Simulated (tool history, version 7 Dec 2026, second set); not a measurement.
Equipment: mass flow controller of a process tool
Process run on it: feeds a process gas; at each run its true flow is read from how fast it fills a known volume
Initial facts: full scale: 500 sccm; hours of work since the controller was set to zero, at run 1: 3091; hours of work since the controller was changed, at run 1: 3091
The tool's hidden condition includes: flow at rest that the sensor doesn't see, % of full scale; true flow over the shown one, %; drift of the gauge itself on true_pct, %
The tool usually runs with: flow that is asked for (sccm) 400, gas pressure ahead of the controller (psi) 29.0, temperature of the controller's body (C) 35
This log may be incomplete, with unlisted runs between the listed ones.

| run | day | flow that is asked for (sccm) | gas pressure ahead of the controller (psi) | temperature of the controller's body (C) | hours of work since the controller was set to zero | hours of work since the controller was changed | true flow (%) |
|---|---|---|---|---|---|---|---|
| 1 | 0.000 | 400 | 29.0 | 35 | 3091 | 3091 | 100.84 |
| 2 | 3.167 | 400 | 29.0 | 35 | 3132 | 3132 | 100.80 |
| 3 | 7.125 | 400 | 29.0 | 35 | 3184 | 3184 | 100.66 |
| 4 | 9.758 | 400 | 29.0 | 35 | 3218 | 3218 | 100.56 |
| 5 | 16.108 | 400 | 29.0 | 35 | 3300 | 3300 | 100.64 |
| 6 | 19.675 | 400 | 29.0 | 35 | 3347 | 3347 | 100.53 |
| 7 | 23.462 | 400 | 29.0 | 35 | 3396 | 3396 | 100.60 |
| 8 | 29.562 | 400 | 37.4 | 35 | 3475 | 3475 | 100.61 |
| 9 | 32.429 | 400 | 37.4 | 35 | 3512 | 3512 | 100.65 |
| 10 | 35.371 | 400 | 37.4 | 35 | 3550 | 3550 | 100.55 |
| 11 | 38.458 | 400 | 29.0 | 33 | 3590 | 3590 | 100.23 |
| 12 | 43.717 | 400 | 29.0 | 33 | 3658 | 3658 | 100.10 |
| 13 | 49.342 | 123 | 21.0 | 35 | 3731 | 3731 | 99.66 |
| 14 | 55.662 | 469 | 21.0 | 30 | 3813 | 3813 | 99.75 |
| 15 | 61.325 | 346 | 26.8 | 20 | 3887 | 3887 | 98.59 |
| 16 | 66.017 | 400 | 21.6 | 36 | 3948 | 3948 | 100.25 |
| 17 | 69.142 | 69 | 38.4 | 25 | 3988 | 3988 | 98.59 |
| 18 | 74.854 | 69 | 38.4 | 25 | 4062 | 4062 | 98.43 |

Run 19, settings as shown, results not yet in. Your forecast:
| 19 | 80.250 | 349 | 23.6 | 35 | 4132 | 4132 | ? |

true flow (%): 99.86
The same run, on a tool lacking any hidden state, would have yielded true flow (%) 100.52.

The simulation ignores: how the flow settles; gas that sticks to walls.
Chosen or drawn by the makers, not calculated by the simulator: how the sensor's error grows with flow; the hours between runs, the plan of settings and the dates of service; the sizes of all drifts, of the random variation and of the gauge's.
